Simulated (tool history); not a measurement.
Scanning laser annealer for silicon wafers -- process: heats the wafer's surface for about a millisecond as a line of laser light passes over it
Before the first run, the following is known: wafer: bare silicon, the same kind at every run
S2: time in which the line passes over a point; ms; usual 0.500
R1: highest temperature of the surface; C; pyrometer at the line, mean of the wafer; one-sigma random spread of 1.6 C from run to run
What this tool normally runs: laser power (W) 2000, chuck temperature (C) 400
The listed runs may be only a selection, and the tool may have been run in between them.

run 1 hour=0.0 | laser_power_(W)=2000 S2=0.500 chuck_temperature_(C)=400 | R1=1164
run 2 hour=12.3 | laser_power_(W)=2000 S2=0.500 chuck_temperature_(C)=400 | R1=1161
-- hour=23.5 window over the wafer cleaned
run 3 hour=40.7 | laser_power_(W)=2000 S2=0.500 chuck_temperature_(C)=400 | R1=1172
run 4 hour=61.7 | laser_power_(W)=2000 S2=0.500 chuck_temperature_(C)=400 | R1=1176
run 5 hour=77.6 | laser_power_(W)=2000 S2=0.500 chuck_temperature_(C)=400 | R1=1176
-- hour=85.1 optics aligned, line set to its width
run 6 hour=100.5 | laser_power_(W)=2187 S2=0.500 chuck_temperature_(C)=400 | R1=1249
run 7 hour=128.0 | laser_power_(W)=2000 S2=0.386 chuck_temperature_(C)=418 | R1=1101
run 8 hour=144.7 | laser_power_(W)=1858 S2=0.356 chuck_temperature_(C)=406 | R1=1014
run 9 hour=169.5 | laser_power_(W)=1858 S2=0.356 chuck_temperature_(C)=406 | R1=1011
run 10 hour=192.6 | laser_power_(W)=1858 S2=0.356 chuck_temperature_(C)=406 | R1=1014
run 11 hour=205.6 | laser_power_(W)=1858 S2=0.356 chuck_temperature_(C)=406 | R1=1013
-- hour=239.1 optics aligned, line set to its width, once more
run 12 hour=239.1 | laser_power_(W)=1788 S2=0.356 chuck_temperature_(C)=429 | R1=1024

Predict each of these 3 candidate next runs independently; none follows another, all start after run 12:
run A hour=266.0 | laser_power_(W)=2000 S2=0.527 chuck_temperature_(C)=435 | R1=?
run B hour=266.0 | laser_power_(W)=1846 S2=0.374 chuck_temperature_(C)=374 | R1=?
run C hour=266.0 | laser_power_(W)=1810 S2=0.387 chuck_temperature_(C)=399 | R1=?

run=A R1=1239
run=B R1=998
run=C R1=1024
Stripped of hidden state, with their random variation kept, the same runs would have yielded:
run=A R1=1242
run=B R1=1000
run=C R1=1026
